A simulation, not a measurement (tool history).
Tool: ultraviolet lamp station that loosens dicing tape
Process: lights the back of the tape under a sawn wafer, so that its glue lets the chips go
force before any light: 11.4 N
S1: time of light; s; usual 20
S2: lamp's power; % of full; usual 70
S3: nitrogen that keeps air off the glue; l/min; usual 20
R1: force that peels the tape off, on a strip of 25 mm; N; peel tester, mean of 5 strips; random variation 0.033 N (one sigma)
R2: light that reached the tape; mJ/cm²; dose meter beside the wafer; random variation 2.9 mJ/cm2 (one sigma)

| run | hour | S1 | S2 | S3 | R1 | R2 |
|---|---|---|---|---|---|---|
| 1 | 0.0 | 20 | 70 | 20 | 1.634 | 411 |
| 2 | 59.2 | 20 | 70 | 20 | 1.688 | 408 |
| 3 | 94.3 | 20 | 70 | 20 | 1.650 | 409 |
| 4 | 133.0 | 20 | 70 | 20 | 1.622 | 413 |
| 5 | 169.9 | 20 | 70 | 20 | 1.686 | 413 |
| 6 | 230.6 | 20 | 70 | 20 | 1.680 | 410 |
| 7 | 280.2 | 20 | 70 | 20 | 1.659 | 414 |
| 8 | 314.9 | 20 | 78 | 20 | 1.381 | 459 |
| 9 | 352.7 | 20 | 78 | 20 | 1.311 | 462 |
| 10 | 413.9 | 20 | 70 | 20 | 1.637 | 413 |
| 11 | 441.0 | 20 | 70 | 20 | 1.697 | 410 |
| 12 | 495.4 | 20 | 70 | 20 | 1.648 | 413 |
| 13 | 523.7 | 17 | 93 | 28 | 1.038 | 463 |
| 14 | 550.3 | 17 | 93 | 28 | 1.050 | 462 |
| 15 | 589.6 | 17 | 93 | 28 | 1.078 | 458 |
| 16 | 636.8 | 14 | 93 | 37 | 1.424 | 382 |
| 17 | 672.8 | 16 | 93 | 12 | 1.937 | 437 |
|  | 678.2 | window cleaned of glue's vapour |
|  | 710.1 | lamp changed |
| 18 | 727.3 | 25 | 93 | 7 | 1.191 | 688 |
| 19 | 782.1 | 28 | 65 | 7 | 1.893 | 540 |

Forecast run 20:
| 20 | 833.6 | 12 | 70 | 20 | ? | ? |

R1: 3.493 N
R2: 249 mJ/cm²
Without the tool's hidden state the same run would have given R1 3.490 N, R2 249 mJ/cm².
